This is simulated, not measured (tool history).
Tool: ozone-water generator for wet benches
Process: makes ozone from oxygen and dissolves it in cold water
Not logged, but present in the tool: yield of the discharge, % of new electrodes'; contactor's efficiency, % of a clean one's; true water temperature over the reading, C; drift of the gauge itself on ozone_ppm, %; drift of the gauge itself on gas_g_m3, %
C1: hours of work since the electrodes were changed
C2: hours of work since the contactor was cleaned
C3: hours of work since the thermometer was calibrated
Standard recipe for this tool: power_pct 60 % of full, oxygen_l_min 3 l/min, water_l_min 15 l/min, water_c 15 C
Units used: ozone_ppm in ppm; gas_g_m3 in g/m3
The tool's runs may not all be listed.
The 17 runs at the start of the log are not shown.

Run 18, hour 451.1: usual settings but power_pct 56 % of full, oxygen_l_min 2.02 l/min, water_l_min 13 l/min, water_c 18 C; C1 1303; C2 3217; C3 2448. Result: ozone_ppm 12 ppm, gas_g_m3 154.6 g/m3.
Run 19, hour 487.5: usual settings but power_pct 46 % of full, oxygen_l_min 4.92 l/min, water_c 17 C; C1 1328; C2 3243; C3 2473. Result: ozone_ppm 9.1 ppm, gas_g_m3 78.5 g/m3.
Run 20, hour 504.4: usual settings but power_pct 55 % of full, water_c 14 C; C1 1340; C2 3255; C3 2485. Result: ozone_ppm 11.1 ppm, gas_g_m3 118.4 g/m3.
Run 21, hour 540.2: usual settings but oxygen_l_min 3.08 l/min; C1 1365; C2 3280; C3 2510. Result: ozone_ppm 11.4 ppm, gas_g_m3 123.1 g/m3.
At hour 576.9: contactor cleaned.
Run 22, hour 577: usual settings but oxygen_l_min 3.08 l/min; C1 1388; C2 0; C3 2533. Result: ozone_ppm 12.1 ppm, gas_g_m3 123.8 g/m3.
Run 23, hour 613: usual settings but oxygen_l_min 3.08 l/min; C1 1413; C2 25; C3 2558. Result: ozone_ppm 11.9 ppm, gas_g_m3 123.2 g/m3.
Run 24, hour 637.4: usual settings but power_pct 71 % of full, oxygen_l_min 2.69 l/min, water_l_min 16 l/min, water_c 21 C; C1 1430; C2 42; C3 2576. Result: ozone_ppm 11.8 ppm, gas_g_m3 147.4 g/m3.
Run 25, hour 674.3: usual settings but power_pct 69 % of full, oxygen_l_min 2.15 l/min, water_l_min 10 l/min; C1 1456; C2 68; C3 2601. Result: ozone_ppm 18.5 ppm, gas_g_m3 168.2 g/m3.
Run 26, hour 693.4: usual settings but power_pct 69 % of full, oxygen_l_min 2.15 l/min, water_l_min 10 l/min; C1 1470; C2 82; C3 2615. Result: ozone_ppm 18.3 ppm, gas_g_m3 166.6 g/m3.
Run 27, hour 722: usual settings but power_pct 93 % of full, oxygen_l_min 2.15 l/min, water_l_min 10 l/min, water_c 19 C; C1 1490; C2 102; C3 2635. Result: ozone_ppm 21.3 ppm, gas_g_m3 201.6 g/m3.

What will run 28 give?
Run 28, hour 761.2: usual settings but oxygen_l_min 1.9 l/min, water_l_min 17 l/min, water_c 18 C; C1 1517; C2 129; C3 2662. Result: ozone_ppm ?, gas_g_m3 ?.

{"run 28": {"ozone_ppm": 9.8, "gas_g_m3": 164.7}}
Were there no unlogged condition in the tool, this run, its random variation unchanged, would have produced ozone_ppm 10.6 ppm, gas_g_m3 176 g/m3.
